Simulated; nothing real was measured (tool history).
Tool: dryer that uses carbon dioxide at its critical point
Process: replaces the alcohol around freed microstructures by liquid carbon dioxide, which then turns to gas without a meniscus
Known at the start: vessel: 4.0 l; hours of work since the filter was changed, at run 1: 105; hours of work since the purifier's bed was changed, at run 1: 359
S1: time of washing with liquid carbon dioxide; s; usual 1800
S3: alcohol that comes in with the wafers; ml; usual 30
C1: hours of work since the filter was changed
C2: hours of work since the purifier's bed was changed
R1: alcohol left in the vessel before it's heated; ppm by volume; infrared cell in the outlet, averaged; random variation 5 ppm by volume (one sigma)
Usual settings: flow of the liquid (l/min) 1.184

run 1 day=0.000 | S1=1800 flow_of_the_liquid_(l/min)=1.184 S3=30 | C1=105 C2=359 | R1=71
run 2 day=0.617 | S1=1800 flow_of_the_liquid_(l/min)=1.760 S3=30 | C1=111 C2=365 | R1=65
run 3 day=1.346 | S1=1800 flow_of_the_liquid_(l/min)=1.760 S3=30 | C1=117 C2=371 | R1=57
run 4 day=2.596 | S1=1200 flow_of_the_liquid_(l/min)=1.184 S3=30 | C1=129 C2=383 | R1=114
run 5 day=4.071 | S1=1200 flow_of_the_liquid_(l/min)=1.184 S3=30 | C1=143 C2=397 | R1=116
run 6 day=4.729 | S1=1800 flow_of_the_liquid_(l/min)=1.184 S3=30 | C1=149 C2=403 | R1=77
run 7 day=5.725 | S1=1800 flow_of_the_liquid_(l/min)=1.184 S3=30 | C1=158 C2=412 | R1=65
run 8 day=7.079 | S1=1800 flow_of_the_liquid_(l/min)=1.184 S3=30 | C1=171 C2=425 | R1=80
run 9 day=8.021 | S1=1800 flow_of_the_liquid_(l/min)=1.184 S3=30 | C1=179 C2=433 | R1=74
run 10 day=9.492 | S1=1800 flow_of_the_liquid_(l/min)=1.184 S3=30 | C1=193 C2=447 | R1=83
run 11 day=10.733 | S1=1800 flow_of_the_liquid_(l/min)=1.184 S3=30 | C1=205 C2=459 | R1=81
run 12 day=11.646 | S1=1800 flow_of_the_liquid_(l/min)=1.970 S3=30 | C1=213 C2=467 | R1=68
run 13 day=12.617 | S1=1800 flow_of_the_liquid_(l/min)=1.184 S3=30 | C1=222 C2=476 | R1=81
run 14 day=13.508 | S1=2100 flow_of_the_liquid_(l/min)=1.184 S3=30 | C1=230 C2=484 | R1=93
run 15 day=14.846 | S1=2100 flow_of_the_liquid_(l/min)=1.184 S3=30 | C1=243 C2=497 | R1=87
run 16 day=15.608 | S1=2100 flow_of_the_liquid_(l/min)=1.184 S3=30 | C1=250 C2=504 | R1=79
run 17 day=16.754 | S1=2100 flow_of_the_liquid_(l/min)=1.184 S3=30 | C1=261 C2=515 | R1=90
run 18 day=17.758 | S1=2100 flow_of_the_liquid_(l/min)=1.184 S3=30 | C1=270 C2=524 | R1=83
run 19 day=19.108 | S1=2100 flow_of_the_liquid_(l/min)=1.184 S3=30 | C1=283 C2=536 | R1=94
run 20 day=19.725 | S1=2100 flow_of_the_liquid_(l/min)=1.184 S3=30 | C1=288 C2=542 | R1=87
run 21 day=20.617 | S1=2100 flow_of_the_liquid_(l/min)=1.650 S3=30 | C1=297 C2=550 | R1=93
run 22 day=21.546 | S1=2100 flow_of_the_liquid_(l/min)=1.650 S3=30 | C1=305 C2=559 | R1=100
run 23 day=22.562 | S1=1800 flow_of_the_liquid_(l/min)=1.230 S3=30 | C1=315 C2=569 | R1=104
run 24 day=23.312 | S1=1440 flow_of_the_liquid_(l/min)=1.184 S3=115 | C1=322 C2=575 | R1=204
run 25 day=24.621 | S1=1440 flow_of_the_liquid_(l/min)=1.184 S3=115 | C1=334 C2=588 | R1=211
run 26 day=25.371 | S1=1440 flow_of_the_liquid_(l/min)=1.184 S3=115 | C1=341 C2=595 | R1=201
run 27 day=26.725 | S1=1440 flow_of_the_liquid_(l/min)=1.184 S3=115 | C1=353 C2=607 | R1=225
run 28 day=27.683 | S1=1800 flow_of_the_liquid_(l/min)=0.850 S3=30 | C1=362 C2=616 | R1=163
run 29 day=28.983 | S1=1500 flow_of_the_liquid_(l/min)=0.980 S3=69 | C1=374 C2=628 | R1=262
run 30 day=30.121 | S1=1500 flow_of_the_liquid_(l/min)=1.470 S3=116 | C1=385 C2=639 | R1=127
run 31 day=30.867 | S1=1560 flow_of_the_liquid_(l/min)=1.610 S3=22 | C1=392 C2=646 | R1=118
run 32 day=32.242 | S1=1800 flow_of_the_liquid_(l/min)=1.850 S3=75 | C1=405 C2=658 | R1=108
run 33 day=33.650 | S1=1800 flow_of_the_liquid_(l/min)=1.850 S3=75 | C1=418 C2=672 | R1=105
run 34 day=35.162 | S1=1800 flow_of_the_liquid_(l/min)=1.850 S3=75 | C1=432 C2=686 | R1=122
-- day=35.788 inlet filter changed
run 35 day=36.292 | S1=1860 flow_of_the_liquid_(l/min)=0.850 S3=84 | C1=5 C2=696 | R1=192
run 36 day=36.975 | S1=1860 flow_of_the_liquid_(l/min)=0.850 S3=84 | C1=11 C2=702 | R1=193
run 37 day=38.342 | S1=2700 flow_of_the_liquid_(l/min)=1.184 S3=23 | C1=24 C2=715 | R1=128
run 38 day=39.738 | S1=2700 flow_of_the_liquid_(l/min)=1.184 S3=23 | C1=37 C2=728 | R1=121
run 39 day=41.129 | S1=1140 flow_of_the_liquid_(l/min)=0.930 S3=36 | C1=50 C2=741 | R1=326

Hidden state or all else? Some run-to-run changes of R1, split into what the settings, what came in and random variation would give without the hidden state, and what is left for the hidden state (with any gauge scatter that isn't in both results):
The hidden state here: flow that reaches the vessel past the clogged filter, %; alcohol in the recycled carbon dioxide, ppm; drift of the gauge itself on alcohol_ppm, %.
Run 23 -> 24: S1 1800 -> 1440, flow of the liquid (l/min) 1.230 -> 1.184, S3 30 -> 115. R1 +100 ppm by volume: hidden state +44, all else +56.
Run 28 -> 29: S1 1800 -> 1500, flow of the liquid (l/min) 0.850 -> 0.980, S3 30 -> 69. R1 +99 ppm by volume: hidden state +47, all else +52.
Run 29 -> 30: flow of the liquid (l/min) 0.980 -> 1.470, S3 69 -> 116. R1 -135 ppm by volume: hidden state -58, all else -77.
Run 38 -> 39: S1 2700 -> 1140, flow of the liquid (l/min) 1.184 -> 0.930, S3 23 -> 36. R1 +205 ppm by volume: hidden state +17, all else +188.
